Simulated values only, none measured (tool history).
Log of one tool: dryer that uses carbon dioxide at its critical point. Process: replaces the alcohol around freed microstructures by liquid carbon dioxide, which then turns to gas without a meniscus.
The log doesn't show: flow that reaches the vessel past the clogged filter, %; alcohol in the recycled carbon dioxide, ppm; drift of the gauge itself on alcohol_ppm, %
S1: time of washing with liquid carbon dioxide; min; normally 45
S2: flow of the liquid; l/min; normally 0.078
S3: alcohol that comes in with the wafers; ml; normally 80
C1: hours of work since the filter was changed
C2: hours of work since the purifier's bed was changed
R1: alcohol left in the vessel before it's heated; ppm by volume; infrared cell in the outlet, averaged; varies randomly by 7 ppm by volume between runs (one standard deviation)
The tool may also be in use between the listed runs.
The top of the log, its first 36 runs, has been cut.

run 37 day=14.312 | S1=60 S2=0.078 S3=52 | C1=339 C2=386 | R1=170
run 38 day=14.842 | S1=51 S2=0.102 S3=57 | C1=345 C2=392 | R1=144
run 39 day=15.192 | S1=51 S2=0.102 S3=57 | C1=348 C2=396 | R1=142
run 40 day=15.533 | S1=48 S2=0.078 S3=47 | C1=352 C2=399 | R1=383
run 41 day=15.833 | S1=51 S2=0.0711 S3=111 | C1=355 C2=402 | R1=922
run 42 day=16.35 | S1=52 S2=0.1314 S3=37 | C1=361 C2=408 | R1=113
run 43 day=16.938 | S1=45 S2=0.061 S3=80 | C1=367 C2=414 | R1=2495
run 44 day=17.425 | S1=71 S2=0.0564 S3=47 | C1=372 C2=419 | R1=331
run 45 day=17.683 | S1=37 S2=0.078 S3=80 | C1=375 C2=422 | R1=1927
run 46 day=18.046 | S1=49 S2=0.078 S3=26 | C1=379 C2=426 | R1=264

3 ways to go on from here, each from the tool as it stands after run 46. What would each give?
run A day=18.642 | S1=28 S2=0.078 S3=26 | C1=385 C2=432 | R1=?
run B day=18.642 | S1=45 S2=0.078 S3=28 | C1=385 C2=432 | R1=?
run C day=18.642 | S1=66 S2=0.0818 S3=66 | C1=385 C2=432 | R1=?

run=A R1=1890
run=B R1=376
run=C R1=154
Had the tool no hidden state, the same runs would have come out as:
run=A R1=1081
run=B R1=121
run=C R1=17

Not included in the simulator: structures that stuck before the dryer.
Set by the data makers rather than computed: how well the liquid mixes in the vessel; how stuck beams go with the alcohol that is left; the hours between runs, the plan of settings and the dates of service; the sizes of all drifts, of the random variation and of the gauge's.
